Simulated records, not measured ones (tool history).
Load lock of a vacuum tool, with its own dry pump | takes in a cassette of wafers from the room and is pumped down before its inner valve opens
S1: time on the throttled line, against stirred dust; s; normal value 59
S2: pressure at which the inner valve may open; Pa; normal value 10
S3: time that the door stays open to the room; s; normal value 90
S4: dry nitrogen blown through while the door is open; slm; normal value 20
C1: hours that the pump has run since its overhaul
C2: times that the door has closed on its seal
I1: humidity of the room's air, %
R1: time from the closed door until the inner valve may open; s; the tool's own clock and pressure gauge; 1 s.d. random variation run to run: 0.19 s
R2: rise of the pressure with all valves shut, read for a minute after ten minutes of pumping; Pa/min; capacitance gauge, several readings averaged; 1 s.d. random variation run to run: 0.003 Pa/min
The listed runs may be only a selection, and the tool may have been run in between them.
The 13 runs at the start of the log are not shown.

run    hour   S1  S2   S3  S4    C1     C2    I1     R1     R2
 14   788.6   59  10   90  20  1235   9586  44.8   99.7  0.095
 15   850.5   59  10   90  20  1297   9813  44.4   99.7  0.089
 16   938.3   96  10   90  20  1385  10136  48.5  132.1  0.100
 17   977.7   59  10   90  20  1424  10281  45.2   99.6  0.101
 18  1027.9   59  10   90  20  1474  10466  47.9   99.7  0.106
 19  1085.5  109  14   90  42  1532  10677  46.9  141.6  0.098
 20  1164.7  103  10  132  20  1611  10968  42.2  137.9  0.109
 21  1217.5   64  10  132  20  1664  11163  47.4  104.2  0.114
 22  1297.0   59  10   43  20  1743  11455  46.4   99.8  0.103
 23  1383.7   82  10   90  20  1830  11774  48.2  120.0  0.120
 24  1457.5   31  11   90   7  1904  12045  47.5   74.6  0.143
 25  1512.3   59  11  185  40  1958  12246  41.3   99.0  0.119
 26  1569.7   59  18   90  20  2016  12458  45.2   96.4  0.120
 27  1631.9   43  10   96   6  2078  12686  40.9   85.5  0.148
 28  1713.3  104  16   52   6  2160  12985  44.0  136.4  0.140
 29  1766.0   53  16  133  20  2212  13179  44.2   91.9  0.134
 30  1835.4   53  10   39  20  2282  13434  46.3   94.5  0.128
 31  1921.6  110  10  216  38  2368  13751  44.1  144.3  0.131
 32  1988.4  110  10  216  38  2435  13997  43.0  144.3  0.141
 33  2068.4  114  10   90  19  2515  14291  44.8  148.1  0.142

Predict each of these 5 candidate next runs independently; none follows another, all start after run 33:
  A  2132.8  114  10   60  19  2579  14527  46.6   ?   ?
  B  2132.8   56  10   90  19  2579  14527  45.2   ?   ?
  C  2132.8  114  10   98  10  2579  14527  43.5   ?   ?
  D  2132.8   59  10  129  20  2579  14527  41.3   ?   ?
  E  2132.8   98  19   90   9  2579  14527  45.2   ?   ?

run     R1     R2
  A  148.0  0.140
  B   97.1  0.147
  C  147.5  0.158
  D  100.0  0.147
  E  130.4  0.159
The same runs, with their run-to-run variation unchanged, on a tool lacking any hidden condition would have given:
run     R1     R2
  A  148.5  0.019
  B   97.6  0.025
  C  147.9  0.035
  D  100.5  0.028
  E  130.8  0.037

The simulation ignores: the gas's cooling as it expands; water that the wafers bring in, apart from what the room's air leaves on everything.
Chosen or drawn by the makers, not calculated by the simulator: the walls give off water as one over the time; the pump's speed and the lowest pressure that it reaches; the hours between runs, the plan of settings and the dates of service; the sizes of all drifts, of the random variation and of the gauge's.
